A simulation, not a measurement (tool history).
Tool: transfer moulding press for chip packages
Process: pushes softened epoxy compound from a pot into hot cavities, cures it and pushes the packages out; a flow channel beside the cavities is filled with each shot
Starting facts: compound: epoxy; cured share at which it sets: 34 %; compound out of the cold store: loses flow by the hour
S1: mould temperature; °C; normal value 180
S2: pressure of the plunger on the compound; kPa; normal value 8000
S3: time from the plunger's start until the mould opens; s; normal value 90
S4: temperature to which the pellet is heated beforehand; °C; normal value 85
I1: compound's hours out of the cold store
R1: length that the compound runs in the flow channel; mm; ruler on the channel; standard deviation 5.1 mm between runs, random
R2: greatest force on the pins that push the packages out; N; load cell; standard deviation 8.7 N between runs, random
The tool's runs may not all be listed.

run,hour,S1,S2,S3,S4,I1,R1,R2
1,0.0,180,8000,90,85,40.0,478,835
# hour 11.1: cavities cleaned with cleaning compound and waxed
2,13.3,180,8000,90,85,47.6,440,445
# hour 17.3: plunger's sealing rings changed
3,26.0,180,8000,90,85,32.1,563,587
4,38.2,184,8000,90,85,43.8,515,544
5,45.1,184,8000,90,85,46.1,505,569
6,55.7,184,8000,90,85,10.7,637,694
7,61.5,184,8000,90,85,35.5,548,653
8,68.3,184,8000,90,85,31.9,539,693
9,74.8,184,8000,90,85,25.1,575,728
10,87.1,184,8000,90,85,14.8,609,721
# hour 90.2: cavities cleaned with cleaning compound and waxed
11,95.9,180,8000,121,85,40.6,528,367
12,106.0,180,8000,121,85,13.6,613,439
13,112.7,180,8000,121,85,19.0,603,490
14,121.9,180,8500,121,85,23.7,607,525
15,130.0,177,8000,90,86,45.0,508,910
16,135.9,177,8000,90,86,40.0,520,956
17,141.7,177,8000,90,90,28.5,574,997
18,147.7,177,6860,121,90,24.0,534,612
19,156.3,177,6880,121,90,23.9,535,637
20,163.4,179,6880,94,90,9.8,591,946
# hour 166.4: cavities cleaned with cleaning compound and waxed
21,177.4,180,8000,84,95,19.4,584,695
22,184.8,180,8000,118,95,30.7,539,443
23,192.1,180,8340,118,95,32.0,547,493
24,198.8,177,6930,90,85,20.6,547,1004
25,207.6,186,6830,112,81,34.7,475,534
26,217.8,186,7870,79,81,21.4,555,820
27,230.9,186,7870,79,81,20.8,562,868
28,238.8,181,6990,128,85,32.9,494,585

Alternative continuations, all from the tool just after run 28; predict every row:
# hour 243.5: cavities cleaned with cleaning compound and waxed
A,250.3,181,8000,90,85,13.1,?,?
# hour 243.5: cavities cleaned with cleaning compound and waxed
B,250.3,177,6010,90,83,8.1,?,?
# hour 243.5: cavities cleaned with cleaning compound and waxed
C,250.3,181,6990,128,92,32.7,?,?

run,R1,R2
A,602,559
B,544,734
C,492,355
Had the tool no hidden state, the same runs would have come out as:
run,R1,R2
A,636,417
B,574,541
C,520,283

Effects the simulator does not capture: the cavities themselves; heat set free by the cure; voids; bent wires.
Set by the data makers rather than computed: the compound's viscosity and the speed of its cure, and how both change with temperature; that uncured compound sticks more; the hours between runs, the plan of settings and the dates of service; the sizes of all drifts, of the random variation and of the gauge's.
